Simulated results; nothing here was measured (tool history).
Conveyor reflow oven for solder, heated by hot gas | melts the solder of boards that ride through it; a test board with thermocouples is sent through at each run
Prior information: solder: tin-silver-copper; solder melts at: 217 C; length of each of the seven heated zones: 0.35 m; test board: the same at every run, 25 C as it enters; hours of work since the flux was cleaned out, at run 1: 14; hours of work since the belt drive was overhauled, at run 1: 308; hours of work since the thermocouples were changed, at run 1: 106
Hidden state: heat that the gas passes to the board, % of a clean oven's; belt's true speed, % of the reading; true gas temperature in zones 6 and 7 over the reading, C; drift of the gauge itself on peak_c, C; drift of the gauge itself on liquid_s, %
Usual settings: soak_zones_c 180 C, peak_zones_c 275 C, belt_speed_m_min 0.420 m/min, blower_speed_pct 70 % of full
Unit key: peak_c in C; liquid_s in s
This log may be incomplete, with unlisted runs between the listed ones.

run,hour,soak_zones_c,peak_zones_c,belt_speed_m_min,blower_speed_pct,hours of work since the flux was cleaned out,hours of work since the belt drive was overhauled,hours of work since the thermocouples were changed,peak_c,liquid_s
1,0.0,180,275,0.420,70,14,308,106,259.5,83.8
2,16.2,180,275,0.420,70,22,316,114,259.2,83.8
3,27.1,180,275,0.420,70,28,321,120,259.4,84.3
4,35.7,180,278,0.420,70,32,325,124,262.2,86.3
5,53.7,180,278,0.420,70,41,334,133,262.0,85.6
6,67.7,180,278,0.420,70,48,341,140,261.8,86.3
7,81.1,180,275,0.420,70,54,348,146,259.5,83.4
8,92.9,180,275,0.420,70,60,354,152,259.6,83.3
9,101.7,180,275,0.420,70,65,358,157,259.3,83.8
10,115.4,180,275,0.420,70,71,365,163,259.4,83.7
11,126.6,180,275,0.420,70,77,370,169,259.0,83.9
12,144.2,180,275,0.420,70,86,379,178,258.8,83.9
13,155.9,168,272,0.438,66,91,385,183,251.9,67.6
14,167.4,190,275,0.345,70,97,390,189,266.0,114.9
15,185.5,195,289,0.441,71,106,399,198,272.3,94.4
16,200.4,176,265,0.371,70,114,407,205,252.7,88.2
17,211.4,176,265,0.371,70,119,412,211,253.0,88.5
18,219.3,180,273,0.346,55,123,416,215,260.1,104.2
19,233.2,165,276,0.487,70,130,423,222,250.3,58.4
20,241.7,175,276,0.487,55,134,427,226,249.3,59.8
21,258.2,180,289,0.364,90,142,435,234,278.2,110.0

Forecast run 22:
22,267.6,180,280,0.388,90,147,440,239,?,?

{"run 22": {"peak_c": 267.8, "liquid_s": 97.8}}
With the hidden condition absent and the run-to-run variation left alone, this run would have shown peak_c 268.5 C, liquid_s 97.6 s.
